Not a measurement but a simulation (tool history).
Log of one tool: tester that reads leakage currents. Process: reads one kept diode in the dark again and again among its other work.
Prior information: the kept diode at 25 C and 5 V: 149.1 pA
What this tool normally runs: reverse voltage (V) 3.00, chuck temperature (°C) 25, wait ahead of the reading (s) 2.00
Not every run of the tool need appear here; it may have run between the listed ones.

| run | hour | reverse voltage (V) | chuck temperature (°C) | wait ahead of the reading (s) | current that the tester gives (pA) |
|---|---|---|---|---|---|
| 1 | 0.0 | 3.00 | 25 | 2.00 | 137.15 |
| 2 | 117.0 | 3.00 | 25 | 2.00 | 138.91 |
| 3 | 219.2 | 3.00 | 25 | 2.00 | 139.03 |
| 4 | 311.0 | 3.00 | 41 | 2.00 | 448.29 |
| 5 | 429.3 | 3.00 | 41 | 2.00 | 452.47 |
|  | 459.6 | chuck's temperature calibrated |
| 6 | 561.9 | 3.00 | 41 | 2.00 | 409.65 |
| 7 | 663.3 | 3.00 | 25 | 2.00 | 128.30 |
| 8 | 763.8 | 3.00 | 25 | 2.00 | 128.88 |
| 9 | 879.7 | 3.00 | 25 | 1.25 | 130.46 |
| 10 | 1041.0 | 3.00 | 25 | 1.25 | 131.05 |
| 11 | 1182.0 | 3.00 | 25 | 2.00 | 132.54 |
| 12 | 1259.3 | 3.00 | 25 | 2.00 | 133.21 |
|  | 1377.2 | probe card cleaned and baked |
| 13 | 1413.1 | 3.00 | 23 | 2.00 | 112.25 |
| 14 | 1512.7 | 3.00 | 23 | 2.00 | 113.27 |
|  | 1526.5 | tester calibrated |
| 15 | 1644.2 | 3.00 | 25 | 2.00 | 131.68 |
| 16 | 1725.1 | 3.00 | 31 | 2.00 | 208.12 |
| 17 | 1825.1 | 3.00 | 25 | 1.37 | 133.72 |
| 18 | 1928.3 | 3.00 | 25 | 2.00 | 134.30 |
| 19 | 2041.8 | 3.00 | 25 | 2.00 | 134.64 |
| 20 | 2169.7 | 3.00 | 25 | 2.00 | 136.91 |
| 21 | 2241.3 | 8.10 | 22 | 0.92 | 161.37 |
| 22 | 2392.5 | 4.34 | 24 | 2.62 | 147.78 |
| 23 | 2554.8 | 3.00 | 51 | 2.37 | 874.20 |
| 24 | 2673.9 | 2.35 | 51 | 1.47 | 796.31 |
| 25 | 2833.7 | 3.00 | 21 | 2.00 | 105.60 |
|  | 2966.3 | probe card cleaned and baked |
| 26 | 2966.3 | 3.20 | 25 | 2.00 | 143.72 |
|  | 2983.3 | chuck's temperature calibrated |
| 27 | 3092.4 | 1.67 | 25 | 1.87 | 99.68 |
| 28 | 3242.4 | 3.12 | 25 | 1.87 | 127.50 |
| 29 | 3325.2 | 19.35 | 33 | 5.17 | 466.01 |
| 30 | 3453.1 | 19.35 | 26 | 0.30 | 289.80 |
| 31 | 3540.9 | 19.35 | 26 | 0.30 | 291.15 |
| 32 | 3699.9 | 17.86 | 57 | 7.88 | 2353.59 |
| 33 | 3828.4 | 17.86 | 57 | 7.88 | 2378.31 |
| 34 | 3973.6 | 17.86 | 57 | 7.88 | 2377.76 |
| 35 | 4119.4 | 17.86 | 57 | 7.88 | 2395.46 |
| 36 | 4258.1 | 13.35 | 35 | 6.05 | 497.90 |
| 37 | 4408.5 | 13.35 | 35 | 6.05 | 502.44 |
| 38 | 4532.4 | 3.00 | 26 | 4.40 | 147.28 |
|  | 4556.9 | probe card cleaned and baked |
| 39 | 4682.0 | 3.00 | 26 | 4.40 | 144.17 |

The logged runs with the hidden state left out (each run's random variation unchanged):
Unlogged tool condition in this case: stray current of the dirty probe card, pA a volt; current scale over the true one, %; true chuck temperature over the reading, C; drift of the gauge itself on leakage_pa, %.
| run | current that the tester gives (pA) |
|---|---|
| 1 | 123.16 |
| 2 | 123.77 |
| 3 | 123.08 |
| 4 | 400.90 |
| 5 | 402.33 |
| 6 | 401.03 |
| 7 | 123.56 |
| 8 | 123.30 |
| 9 | 123.86 |
| 10 | 123.07 |
| 11 | 123.22 |
| 12 | 123.20 |
| 13 | 105.51 |
| 14 | 105.70 |
| 15 | 123.61 |
| 16 | 195.21 |
| 17 | 124.02 |
| 18 | 123.63 |
| 19 | 122.98 |
| 20 | 123.94 |
| 21 | 142.56 |
| 22 | 130.95 |
| 23 | 796.55 |
| 24 | 721.77 |
| 25 | 90.51 |
| 26 | 126.51 |
| 27 | 99.59 |
| 28 | 125.93 |
| 29 | 455.84 |
| 30 | 278.09 |
| 31 | 276.87 |
| 32 | 2283.65 |
| 33 | 2293.54 |
| 34 | 2276.43 |
| 35 | 2278.38 |
| 36 | 458.89 |
| 37 | 458.47 |
| 38 | 133.69 |
| 39 | 132.71 |
